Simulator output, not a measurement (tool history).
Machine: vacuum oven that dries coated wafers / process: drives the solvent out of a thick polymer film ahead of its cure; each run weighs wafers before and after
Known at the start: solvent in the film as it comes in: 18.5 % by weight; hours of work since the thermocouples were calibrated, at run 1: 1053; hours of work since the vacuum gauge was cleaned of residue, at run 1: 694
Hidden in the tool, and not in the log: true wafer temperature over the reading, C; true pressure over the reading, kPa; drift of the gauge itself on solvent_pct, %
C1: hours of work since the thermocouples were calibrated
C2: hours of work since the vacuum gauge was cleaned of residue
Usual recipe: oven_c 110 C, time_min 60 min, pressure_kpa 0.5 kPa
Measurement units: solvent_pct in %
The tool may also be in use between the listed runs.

run 1 hour=0 | oven_c=110 time_min=60 pressure_kpa=0.5 | C1=1053 C2=694 | solvent_pct=0.89
run 2 hour=15.7 | oven_c=110 time_min=60 pressure_kpa=0.5 | C1=1064 C2=705 | solvent_pct=0.86
run 3 hour=34.9 | oven_c=110 time_min=60 pressure_kpa=0.5 | C1=1078 C2=718 | solvent_pct=0.88
run 4 hour=45.6 | oven_c=110 time_min=60 pressure_kpa=0.5 | C1=1085 C2=726 | solvent_pct=0.87
run 5 hour=62.9 | oven_c=110 time_min=60 pressure_kpa=0.5 | C1=1098 C2=738 | solvent_pct=0.88
run 6 hour=83.7 | oven_c=110 time_min=60 pressure_kpa=0.5 | C1=1112 C2=753 | solvent_pct=0.88
run 7 hour=103 | oven_c=99 time_min=60 pressure_kpa=0.5 | C1=1126 C2=767 | solvent_pct=3.12
run 8 hour=115.3 | oven_c=99 time_min=60 pressure_kpa=0.5 | C1=1135 C2=775 | solvent_pct=3.14
run 9 hour=132.9 | oven_c=110 time_min=60 pressure_kpa=0.5 | C1=1147 C2=788 | solvent_pct=0.89
run 10 hour=157.8 | oven_c=110 time_min=60 pressure_kpa=0.5 | C1=1165 C2=805 | solvent_pct=0.85
run 11 hour=181.2 | oven_c=110 time_min=60 pressure_kpa=0.5 | C1=1181 C2=822 | solvent_pct=0.89
run 12 hour=196 | oven_c=110 time_min=60 pressure_kpa=0.433 | C1=1192 C2=832 | solvent_pct=0.85
run 13 hour=214.4 | oven_c=110 time_min=84 pressure_kpa=0.433 | C1=1205 C2=845 | solvent_pct=0.39
-- hour=221.5 oven's thermocouples calibrated
run 14 hour=239.7 | oven_c=109 time_min=60 pressure_kpa=0.5 | C1=13 C2=862 | solvent_pct=0.97
run 15 hour=252.6 | oven_c=109 time_min=60 pressure_kpa=0.5 | C1=22 C2=871 | solvent_pct=1
run 16 hour=267.3 | oven_c=109 time_min=60 pressure_kpa=0.5 | C1=32 C2=881 | solvent_pct=0.99
run 17 hour=284.8 | oven_c=109 time_min=60 pressure_kpa=0.5 | C1=45 C2=894 | solvent_pct=0.98
run 18 hour=308.2 | oven_c=110 time_min=60 pressure_kpa=0.5 | C1=61 C2=910 | solvent_pct=0.9
run 19 hour=331.8 | oven_c=110 time_min=60 pressure_kpa=0.5 | C1=78 C2=927 | solvent_pct=0.86
run 20 hour=352.8 | oven_c=110 time_min=43 pressure_kpa=0.5 | C1=93 C2=942 | solvent_pct=1.77
run 21 hour=374.2 | oven_c=110 time_min=50 pressure_kpa=0.5 | C1=108 C2=957 | solvent_pct=1.31
run 22 hour=397.6 | oven_c=110 time_min=50 pressure_kpa=0.5 | C1=124 C2=973 | solvent_pct=1.33
run 23 hour=418.8 | oven_c=110 time_min=50 pressure_kpa=0.5 | C1=139 C2=989 | solvent_pct=1.3
run 24 hour=438.3 | oven_c=110 time_min=42 pressure_kpa=0.5 | C1=153 C2=1002 | solvent_pct=1.8
run 25 hour=460.6 | oven_c=110 time_min=42 pressure_kpa=0.5 | C1=169 C2=1018 | solvent_pct=1.86
run 26 hour=477.3 | oven_c=100 time_min=42 pressure_kpa=0.346 | C1=181 C2=1030 | solvent_pct=4.48
run 27 hour=497.9 | oven_c=110 time_min=60 pressure_kpa=0.294 | C1=195 C2=1044 | solvent_pct=0.75
run 28 hour=519.6 | oven_c=125 time_min=60 pressure_kpa=1.607 | C1=211 C2=1060 | solvent_pct=0.57
run 29 hour=540 | oven_c=98 time_min=57 pressure_kpa=1.402 | C1=225 C2=1074 | solvent_pct=4.29
run 30 hour=556.2 | oven_c=98 time_min=57 pressure_kpa=1.402 | C1=237 C2=1086 | solvent_pct=4.34
run 31 hour=574.4 | oven_c=108 time_min=42 pressure_kpa=0.537 | C1=250 C2=1099 | solvent_pct=2.25
run 32 hour=599 | oven_c=110 time_min=91 pressure_kpa=0.5 | C1=267 C2=1116 | solvent_pct=0.4
run 33 hour=611 | oven_c=112 time_min=32 pressure_kpa=0.375 | C1=275 C2=1124 | solvent_pct=2.34
run 34 hour=626.6 | oven_c=112 time_min=32 pressure_kpa=0.375 | C1=286 C2=1135 | solvent_pct=2.33
run 35 hour=645.6 | oven_c=99 time_min=60 pressure_kpa=1.561 | C1=300 C2=1149 | solvent_pct=3.92
run 36 hour=667.2 | oven_c=110 time_min=43 pressure_kpa=0.5 | C1=315 C2=1164 | solvent_pct=1.75
run 37 hour=680.3 | oven_c=119 time_min=60 pressure_kpa=0.5 | C1=324 C2=1173 | solvent_pct=0.29
run 38 hour=701.1 | oven_c=119 time_min=60 pressure_kpa=1.574 | C1=339 C2=1188 | solvent_pct=0.73
run 39 hour=711.8 | oven_c=110 time_min=66 pressure_kpa=1.734 | C1=347 C2=1196 | solvent_pct=1.41
run 40 hour=732.7 | oven_c=111 time_min=60 pressure_kpa=0.5 | C1=361 C2=1210 | solvent_pct=0.78
run 41 hour=749.1 | oven_c=108 time_min=60 pressure_kpa=0.534 | C1=373 C2=1222 | solvent_pct=1.19
run 42 hour=768.3 | oven_c=110 time_min=60 pressure_kpa=0.291 | C1=387 C2=1236 | solvent_pct=0.78
run 43 hour=789.2 | oven_c=108 time_min=86 pressure_kpa=0.986 | C1=401 C2=1250 | solvent_pct=0.84
run 44 hour=811.1 | oven_c=108 time_min=93 pressure_kpa=1.946 | C1=417 C2=1266 | solvent_pct=1.37
run 45 hour=833.9 | oven_c=108 time_min=50 pressure_kpa=1.547 | C1=433 C2=1282 | solvent_pct=2.26
run 46 hour=848.5 | oven_c=110 time_min=37 pressure_kpa=0.5 | C1=443 C2=1292 | solvent_pct=2.32
run 47 hour=867.4 | oven_c=111 time_min=37 pressure_kpa=1.467 | C1=457 C2=1306 | solvent_pct=2.56

How the hidden state differs across the entries between the runs, from the last listed run before each to the first after it:
After run 13, before run 14: oven's thermocouples calibrated (hour 221.5)
  true wafer temperature over the reading, C: -0.02 -> 0.01
